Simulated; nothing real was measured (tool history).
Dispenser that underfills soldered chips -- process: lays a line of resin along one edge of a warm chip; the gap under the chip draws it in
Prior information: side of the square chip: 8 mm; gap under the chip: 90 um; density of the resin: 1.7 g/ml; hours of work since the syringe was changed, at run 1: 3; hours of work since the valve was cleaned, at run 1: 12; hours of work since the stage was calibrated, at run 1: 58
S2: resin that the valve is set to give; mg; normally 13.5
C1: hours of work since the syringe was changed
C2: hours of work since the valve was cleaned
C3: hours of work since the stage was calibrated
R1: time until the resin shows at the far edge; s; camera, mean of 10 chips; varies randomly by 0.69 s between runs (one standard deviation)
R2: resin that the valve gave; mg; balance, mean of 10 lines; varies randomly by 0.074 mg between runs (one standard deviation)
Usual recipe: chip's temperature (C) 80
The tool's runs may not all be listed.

{"run": 1, "hour": 0.0, "chip's temperature (C)": 80, "S2": 13.5, "C1": 3, "C2": 12, "C3": 58, "R1": 69.5, "R2": 13.37}
{"hour": 3.2, "done": "new syringe of resin"}
{"run": 2, "hour": 4.3, "chip's temperature (C)": 80, "S2": 13.5, "C1": 1, "C2": 15, "C3": 60, "R1": 60.3, "R2": 13.24}
{"run": 3, "hour": 7.2, "chip's temperature (C)": 80, "S2": 13.5, "C1": 3, "C2": 17, "C3": 62, "R1": 66.1, "R2": 13.34}
{"hour": 10.7, "done": "new syringe of resin"}
{"run": 4, "hour": 11.7, "chip's temperature (C)": 80, "S2": 17.4, "C1": 1, "C2": 20, "C3": 65, "R1": 57.9, "R2": 17.08}
{"run": 5, "hour": 15.2, "chip's temperature (C)": 77, "S2": 13.5, "C1": 3, "C2": 22, "C3": 68, "R1": 78.4, "R2": 13.28}
{"hour": 18.4, "done": "new syringe of resin"}
{"run": 6, "hour": 19.8, "chip's temperature (C)": 77, "S2": 13.5, "C1": 1, "C2": 26, "C3": 71, "R1": 71.3, "R2": 13.18}
{"run": 7, "hour": 22.4, "chip's temperature (C)": 80, "S2": 13.4, "C1": 3, "C2": 27, "C3": 73, "R1": 67.7, "R2": 13.14}
{"hour": 26.2, "done": "new syringe of resin"}
{"run": 8, "hour": 29.0, "chip's temperature (C)": 80, "S2": 15.9, "C1": 2, "C2": 32, "C3": 77, "R1": 62.1, "R2": 15.51}
{"hour": 33.7, "done": "new syringe of resin"}
{"run": 9, "hour": 33.7, "chip's temperature (C)": 80, "S2": 15.9, "C1": 0, "C2": 35, "C3": 81, "R1": 57.8, "R2": 15.31}
{"run": 10, "hour": 38.0, "chip's temperature (C)": 80, "S2": 15.9, "C1": 3, "C2": 38, "C3": 84, "R1": 65.4, "R2": 15.33}
{"hour": 41.5, "done": "new syringe of resin"}
{"run": 11, "hour": 44.2, "chip's temperature (C)": 73, "S2": 12.7, "C1": 2, "C2": 42, "C3": 88, "R1": 93.4, "R2": 12.27}

The next listed run, before its measurement:
{"hour": 49.4, "done": "new syringe of resin"}
{"run": 12, "hour": 50.3, "chip's temperature (C)": 73, "S2": 12.2, "C1": 1, "C2": 46, "C3": 92, "R1": "?", "R2": "?"}

{"run 12": {"R1": 88.4, "R2": 11.66}}
Take away the tool's hidden state, keep the run-to-run variation as it was, and the same run would have given R1 90.8 s, R2 12.15 mg.
